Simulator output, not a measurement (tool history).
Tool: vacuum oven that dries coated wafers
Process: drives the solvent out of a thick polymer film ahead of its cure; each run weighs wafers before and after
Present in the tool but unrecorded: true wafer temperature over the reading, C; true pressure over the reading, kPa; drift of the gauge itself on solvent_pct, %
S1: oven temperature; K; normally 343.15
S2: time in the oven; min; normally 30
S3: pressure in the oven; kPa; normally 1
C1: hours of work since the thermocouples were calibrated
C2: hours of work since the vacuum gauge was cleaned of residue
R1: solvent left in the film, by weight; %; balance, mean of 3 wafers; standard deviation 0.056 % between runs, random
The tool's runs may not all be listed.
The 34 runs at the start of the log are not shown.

Run 35, hour 2565: usual settings but S1 329.15 K, S3 0.8 kPa; C1 989; C2 2053. Result: R1 9.04 %.
Run 36, hour 2638: usual settings but S1 348.15 K, S2 43 min, S3 1.78 kPa; C1 1019; C2 2083. Result: R1 1.03 %.
Run 37, hour 2740.7: usual settings but S1 348.15 K, S2 43 min, S3 1.78 kPa; C1 1061; C2 2125. Result: R1 0.99 %.
Run 38, hour 2821.7: usual settings but S1 338.15 K, S2 22 min; C1 1094; C2 2158. Result: R1 6.8 %.
Run 39, hour 2869: usual settings but S3 1.15 kPa; C1 1113; C2 2178. Result: R1 3.08 %.
Run 40, hour 2951.7: usual settings but S1 341.15 K, S3 3.49 kPa; C1 1147; C2 2212. Result: R1 4.49 %.
Run 41, hour 3046.4: usual settings but S1 341.15 K, S2 33 min, S3 3.49 kPa; C1 1186; C2 2250. Result: R1 4.24 %.
Run 42, hour 3103.1: usual settings but S1 350.15 K, S2 20 min, S3 1.37 kPa; C1 1209; C2 2273. Result: R1 2.51 %.
Run 43, hour 3171.2: usual settings but S1 329.15 K; C1 1237; C2 2301. Result: R1 9.07 %.
Run 44, hour 3246.8: usual settings but S1 353.15 K; C1 1268; C2 2332. Result: R1 0.75 %.
Run 45, hour 3335.1: usual settings but S1 353.15 K; C1 1304; C2 2368. Result: R1 0.74 %.
At hour 3364.3: vacuum gauge cleaned of residue and calibrated.
Run 46, hour 3423.1: usual settings but S3 1.3 kPa; C1 1339; C2 24. Result: R1 2.98 %.

Predict each of these 5 candidate next runs independently; none follows another, all start after run 46:
Run A, hour 3512.1: usual settings but S2 16 min, S3 1.3 kPa; C1 1376; C2 60. Result: R1 ?.
Run B, hour 3512.1: usual settings but S1 329.15 K, S3 1.45 kPa; C1 1376; C2 60. Result: R1 ?.
Run C, hour 3512.1: usual settings but S1 337.15 K, S2 49 min, S3 0.81 kPa; C1 1376; C2 60. Result: R1 ?.
Run D, hour 3512.1: usual settings but S2 39 min, S3 1.3 kPa; C1 1376; C2 60. Result: R1 ?.
Run E, hour 3512.1: usual settings but S1 337.15 K, S2 36 min, S3 0.95 kPa; C1 1376; C2 60. Result: R1 ?.

run    R1
  A  6.14
  B  9.21
  C  2.87
  D  1.97
  E  4.42
Stripped of hidden state, with their random variation kept, the same runs would have yielded:
run    R1
  A   5.6
  B  8.67
  C  2.43
  D  1.64
  E  3.89
